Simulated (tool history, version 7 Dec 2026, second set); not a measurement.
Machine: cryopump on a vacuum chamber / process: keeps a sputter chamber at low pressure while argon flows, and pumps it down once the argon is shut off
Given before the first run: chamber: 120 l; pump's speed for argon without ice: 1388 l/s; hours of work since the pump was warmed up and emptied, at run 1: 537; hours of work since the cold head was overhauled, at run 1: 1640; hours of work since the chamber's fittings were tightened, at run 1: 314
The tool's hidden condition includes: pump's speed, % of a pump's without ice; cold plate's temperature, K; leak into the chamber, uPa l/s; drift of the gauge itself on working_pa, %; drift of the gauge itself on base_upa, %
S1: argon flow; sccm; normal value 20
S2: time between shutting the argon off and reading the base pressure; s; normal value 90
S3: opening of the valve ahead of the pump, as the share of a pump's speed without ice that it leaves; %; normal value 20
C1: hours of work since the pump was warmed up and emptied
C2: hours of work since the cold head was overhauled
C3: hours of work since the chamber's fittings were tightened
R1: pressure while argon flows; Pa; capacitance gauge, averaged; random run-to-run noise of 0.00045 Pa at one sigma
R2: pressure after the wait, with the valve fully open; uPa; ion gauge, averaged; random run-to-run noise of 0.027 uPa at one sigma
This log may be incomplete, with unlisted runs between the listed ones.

run	day	S1	S2	S3	C1	C2	C3	R1	R2
1	0	20	90	20	537	1640	314	0.1252	1.37
2	3.238	20	90	20	594	1697	370	0.1254	1.45
3	6.162	20	90	20	645	1748	422	0.1262	1.47
4	8.675	20	90	20	689	1792	466	0.1265	1.53
5	12.396	13	90	20	754	1857	531	0.0833	1.55
6	16.683	13	90	20	829	1932	606	0.0828	1.6
7	20.162	13	90	20	890	1994	667	0.0839	1.65
8	23.525	13	90	20	949	2052	726	0.0842	1.71
9	27.417	8	90	20	1018	2121	794	0.0521	1.75
10	30.3	8	90	26	1068	2171	845	0.041	1.77
# day 31.238: pump warmed up, emptied and cooled again
11	33.188	8	90	26	34	2218	892	0.0381	1.59
12	35.988	8	90	26	83	2267	941	0.0376	1.67
13	39.579	20	90	22	146	2330	1004	0.1118	1.66
14	42.533	20	90	22	198	2382	1056	0.1121	1.69
15	44.65	20	90	22	235	2419	1093	0.1119	1.66
16	48.817	23	276	24	308	2492	1166	0.119	1.13
17	53.021	20	90	38	382	2566	1240	0.067	1.79
18	56.308	20	90	38	440	2624	1297	0.0675	1.85
19	58.404	10	77	46	476	2661	1334	0.0284	2.07
20	62.025	10	158	18	540	2724	1398	0.0698	1.55
21	65.221	34	158	18	596	2780	1454	0.237	1.5
22	69.296	10	43	15	667	2852	1525	0.0838	3.07
23	71.933	16	181	20	714	2898	1571	0.1026	1.63
24	76.383	20	68	22	792	2976	1649	0.1167	2.43
# day 76.812: leaking fittings of the chamber tightened, without venting
25	80.804	12	52	49	868	3052	70	0.0348	2
26	82.733	10	39	25	902	3086	104	0.0524	2.65
27	85.292	27	286	38	947	3131	149	0.096	0.66
28	90.062	27	286	38	1030	3214	232	0.0987	0.75
29	92.65	27	50	38	1076	3260	278	0.0992	2.22

Consider 3 possible next runs. They are alternatives, not a sequence: every one starts from the tool as it was left by run 29. What does each give?
# day 93.254: pump warmed up, emptied and cooled again
A	95.6	11	149	26	41	3308	326	?	?
# day 93.254: pump warmed up, emptied and cooled again
B	95.6	26	50	20	41	3308	326	?	?
# day 93.254: pump warmed up, emptied and cooled again
C	95.6	18	189	15	41	3308	326	?	?

run	R1	R2
A	0.052	0.95
B	0.1587	2.08
C	0.1471	0.84
Take away the tool's hidden state, keep each run's random variation, and the runs would have read:
run	R1	R2
A	0.0515	0.79
B	0.1577	1.92
C	0.1464	0.68
